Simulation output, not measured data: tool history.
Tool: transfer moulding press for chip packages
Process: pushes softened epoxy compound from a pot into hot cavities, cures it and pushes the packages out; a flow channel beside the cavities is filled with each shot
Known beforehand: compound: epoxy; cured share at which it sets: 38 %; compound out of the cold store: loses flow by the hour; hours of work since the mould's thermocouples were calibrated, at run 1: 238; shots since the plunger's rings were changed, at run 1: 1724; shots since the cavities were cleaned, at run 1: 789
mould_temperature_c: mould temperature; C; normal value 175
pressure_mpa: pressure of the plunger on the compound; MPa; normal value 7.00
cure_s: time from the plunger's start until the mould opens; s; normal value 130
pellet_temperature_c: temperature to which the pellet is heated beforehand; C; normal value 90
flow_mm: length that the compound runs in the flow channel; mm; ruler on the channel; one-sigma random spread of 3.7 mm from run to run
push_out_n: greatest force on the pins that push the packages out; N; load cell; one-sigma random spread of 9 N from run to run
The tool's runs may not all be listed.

run	hour	mould_temperature_c	pressure_mpa	cure_s	pellet_temperature_c	hours of work since the mould's thermocouples were calibrated	shots since the plunger's rings were changed	shots since the cavities were cleaned	incoming compound's hours out of the cold store	flow_mm	push_out_n
1	0.0	175	7.00	130	90	238	1724	789	15.4	957	675
# hour 10.0: cavities cleaned with cleaning compound and waxed
2	11.0	170	7.00	130	90	242	1787	6	14.6	969	494
3	19.6	170	7.00	130	90	246	1844	63	19.5	948	544
4	27.3	170	7.00	130	90	250	1895	114	32.8	909	522
5	33.3	170	7.00	130	97	253	1935	154	39.2	881	561
6	44.1	172	7.00	130	90	258	2006	225	9.6	986	589
7	56.7	175	7.00	112	90	264	2090	309	10.6	975	631
8	63.3	175	7.00	112	90	267	2133	352	35.1	878	616
9	70.1	175	7.00	112	90	270	2178	397	19.1	936	634
10	75.3	175	7.00	112	90	273	2212	431	13.9	955	691
11	80.7	175	7.00	112	90	276	2249	468	43.0	858	653
# hour 83.9: mould's thermocouples calibrated
12	93.5	175	7.00	112	90	5	2320	539	40.7	857	652
13	103.5	175	7.00	130	90	9	2386	605	39.2	863	633
14	110.0	175	7.00	130	90	13	2429	648	12.7	958	653
15	119.8	175	7.00	130	90	17	2494	713	15.9	945	638
16	131.8	176	7.58	113	88	23	2573	792	24.2	952	736
# hour 140.9: cavities cleaned with cleaning compound and waxed
17	142.3	179	7.58	113	88	27	2633	9	32.5	909	422
# hour 148.5: mould's thermocouples calibrated, once more
18	151.3	179	7.00	130	95	1	2679	55	12.9	944	411
19	160.3	175	5.34	130	90	6	2739	115	16.8	822	474

What does the tool deliver on the next run?
20	167.5	175	5.34	130	90	9	2786	162	14.6	?	?

{"run 20": {"flow_mm": 825, "push_out_n": 486}}
Without the tool's hidden state the same run would have given flow_mm 865 mm, push_out_n 411 N.
